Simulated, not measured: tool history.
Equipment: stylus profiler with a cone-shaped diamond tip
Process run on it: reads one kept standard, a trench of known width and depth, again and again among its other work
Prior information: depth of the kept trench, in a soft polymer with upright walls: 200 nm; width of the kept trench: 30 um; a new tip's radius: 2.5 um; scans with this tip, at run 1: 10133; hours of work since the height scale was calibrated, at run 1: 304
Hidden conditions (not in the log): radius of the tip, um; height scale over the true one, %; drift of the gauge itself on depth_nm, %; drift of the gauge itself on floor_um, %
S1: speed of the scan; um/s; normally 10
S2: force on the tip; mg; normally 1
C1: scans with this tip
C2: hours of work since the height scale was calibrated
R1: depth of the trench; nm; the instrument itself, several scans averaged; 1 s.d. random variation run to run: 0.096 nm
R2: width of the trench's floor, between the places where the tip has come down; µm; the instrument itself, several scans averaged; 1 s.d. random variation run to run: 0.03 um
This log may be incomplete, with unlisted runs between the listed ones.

run	hour	S1	S2	C1	C2	R1	R2
1	0	10	1	10133	304	201.71	27.57
2	101.1	10	1	10502	364	201.5	27.49
3	166.3	10	1.03	10740	402	201.41	27.5
4	243.4	10	1.03	11022	448	201.55	27.49
5	310.3	10	1.03	11266	487	201.4	27.45
6	372.7	10	1.03	11494	524	201.56	27.51
7	459.4	10	1.03	11810	575	201.26	27.48
8	503.4	10	1.03	11971	601	201.59	27.47
9	562	10	0.77	12185	635	201.12	27.4
10	615.9	10	0.77	12382	667	200.93	27.4
11	696	15	0.77	12674	714	200.99	27.48
12	768.1	39	1	12937	757	201.2	27.12
13	868.5	39	1	13304	816	201.19	27.14
14	962.1	39	1	13645	871	200.99	27.1
15	1016.5	39	0.66	13844	903	200.62	27.03
16	1076.9	39	0.66	14064	939	200.76	27.04
17	1159.7	3	0.66	14367	987	200.5	27.44
18	1245.8	11	1	14681	1038	201.06	27.31
19	1351.9	11	1	15068	1100	200.92	27.34
20	1420	11	1	15317	1141	200.94	27.32
21	1522.5	11	1	15691	1201	200.78	27.32
# hour 1529.8: height scale calibrated on a step standard
22	1588.9	12	1	15932	35	200.33	27.33
23	1687.9	12	1	16293	93	200.14	27.23
24	1773.1	12	1	16604	143	199.95	27.21
25	1864.7	12	1	16938	197	199.97	27.25
# hour 1869.7: height scale calibrated on a step standard, once more
26	1963	12	1	17296	55	201.96	27.29
27	2022.4	27	0.42	17512	90	200.97	26.92
28	2128.8	21	0.84	17901	153	201.59	27.09
29	2225.8	25	2.47	18255	210	203.27	27.16
30	2325.4	13	0.62	18618	268	200.94	27.17
31	2418.2	18	2.94	18957	323	203.61	27.21
32	2492.8	18	2.94	19229	367	203.47	27.17
33	2574.6	22	2.16	19528	415	202.89	27.14
34	2642.2	22	2.16	19775	455	202.71	27.08
35	2736.6	22	2.16	20119	510	202.52	27.09
36	2787.9	8	2.57	20307	541	202.93	27.22
37	2857.2	8	2.57	20559	581	202.81	27.23
38	2935.5	21	1.97	20845	628	202.4	27.07
39	3001.3	21	1.97	21086	666	202.35	27.11
40	3110.1	21	0.53	21483	730	200.6	26.96
41	3176.8	4	0.48	21726	770	200.45	27.18
42	3237.4	4	0.48	21947	805	200.5	27.11
43	3303.9	8	1.29	22190	844	201.42	27.11

Alternative continuations, all from the tool just after run 43; predict every row:
A	3400.5	10	1.3	22543	901	?	?
B	3400.5	8	0.52	22543	901	?	?
C	3400.5	3	1.9	22543	901	?	?
D	3400.5	2	1.29	22543	901	?	?

run	R1	R2
A	201.44	27.05
B	200.45	27.01
C	201.88	27.18
D	201.39	27.16
Without the tool's hidden state the same runs would have given:
run	R1	R2
A	202.3	27.91
B	201.3	27.87
C	202.74	28.04
D	202.25	28.03
